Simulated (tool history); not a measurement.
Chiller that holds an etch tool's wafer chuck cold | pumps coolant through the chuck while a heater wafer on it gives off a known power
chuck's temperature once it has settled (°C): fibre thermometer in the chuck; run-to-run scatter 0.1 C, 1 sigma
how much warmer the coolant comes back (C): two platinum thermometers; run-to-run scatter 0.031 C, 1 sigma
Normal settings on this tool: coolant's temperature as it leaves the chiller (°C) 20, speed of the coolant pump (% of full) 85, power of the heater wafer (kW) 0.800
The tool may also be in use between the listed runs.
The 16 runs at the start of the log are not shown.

| run | hour | coolant's temperature as it leaves the chiller (°C) | speed of the coolant pump (% of full) | power of the heater wafer (kW) | hours since the coolant was changed and the channels were flushed | hours since the pump was overhauled | hours since the chiller's thermometer was calibrated | chuck's temperature once it has settled (°C) | how much warmer the coolant comes back (C) |
|---|---|---|---|---|---|---|---|---|---|
| 17 | 2155.0 | 20 | 85 | 0.800 | 3526 | 866 | 3209 | 25.8 | 1.98 |
| 18 | 2330.4 | 20 | 85 | 0.800 | 3701 | 1041 | 3384 | 25.9 | 1.94 |
| 19 | 2456.4 | 25 | 68 | 0.432 | 3827 | 1167 | 3510 | 29.0 | 1.34 |
| 20 | 2622.1 | 11 | 68 | 1.023 | 3993 | 1333 | 3676 | 20.4 | 3.20 |
| 21 | 2779.3 | 11 | 68 | 1.023 | 4150 | 1490 | 3833 | 20.3 | 3.26 |
|  | 2817.7 | coolant changed, channels flushed |
| 22 | 2973.8 | 14 | 69 | 1.023 | 156 | 1679 | 4022 | 22.2 | 3.20 |
| 23 | 3096.1 | 13 | 93 | 1.023 | 278 | 1801 | 4144 | 19.5 | 2.29 |
|  | 3197.2 | chiller's thermometer calibrated |
| 24 | 3282.7 | 14 | 66 | 0.414 | 464 | 1987 | 86 | 17.4 | 1.43 |
| 25 | 3392.9 | 23 | 60 | 1.031 | 574 | 2097 | 196 | 32.3 | 3.84 |
| 26 | 3559.2 | 11 | 69 | 0.632 | 741 | 2263 | 362 | 16.0 | 2.00 |
| 27 | 3679.3 | 11 | 69 | 0.632 | 861 | 2383 | 482 | 16.2 | 2.06 |
| 28 | 3843.4 | 16 | 77 | 0.568 | 1025 | 2547 | 646 | 20.2 | 1.61 |
| 29 | 3956.0 | 23 | 63 | 0.800 | 1137 | 2660 | 759 | 30.1 | 2.84 |
| 30 | 4082.9 | 23 | 63 | 0.800 | 1264 | 2787 | 886 | 30.5 | 2.88 |
| 31 | 4254.6 | 12 | 68 | 0.805 | 1436 | 2959 | 1057 | 18.9 | 2.61 |
| 32 | 4440.1 | 21 | 94 | 0.584 | 1621 | 3144 | 1243 | 24.9 | 1.38 |
| 33 | 4589.0 | 14 | 97 | 0.800 | 1770 | 3293 | 1392 | 19.1 | 1.82 |

Here are 3 independent what-if runs from the current tool condition. What would each one return?
| A | 4705.6 | 14 | 92 | 0.800 | 1887 | 3410 | 1508 | ? | ? |
| B | 4705.6 | 20 | 85 | 0.475 | 1887 | 3410 | 1508 | ? | ? |
| C | 4705.6 | 15 | 99 | 0.540 | 1887 | 3410 | 1508 | ? | ? |

| run | chuck's temperature once it has settled (°C) | how much warmer the coolant comes back (C) |
|---|---|---|
| A | 19.2 | 1.86 |
| B | 23.5 | 1.26 |
| C | 18.5 | 1.12 |
Take away the tool's hidden state, keep each run's random variation, and the runs would have read:
| run | chuck's temperature once it has settled (°C) | how much warmer the coolant comes back (C) |
|---|---|---|
| A | 18.3 | 1.67 |
| B | 22.8 | 1.13 |
| C | 17.8 | 1.00 |
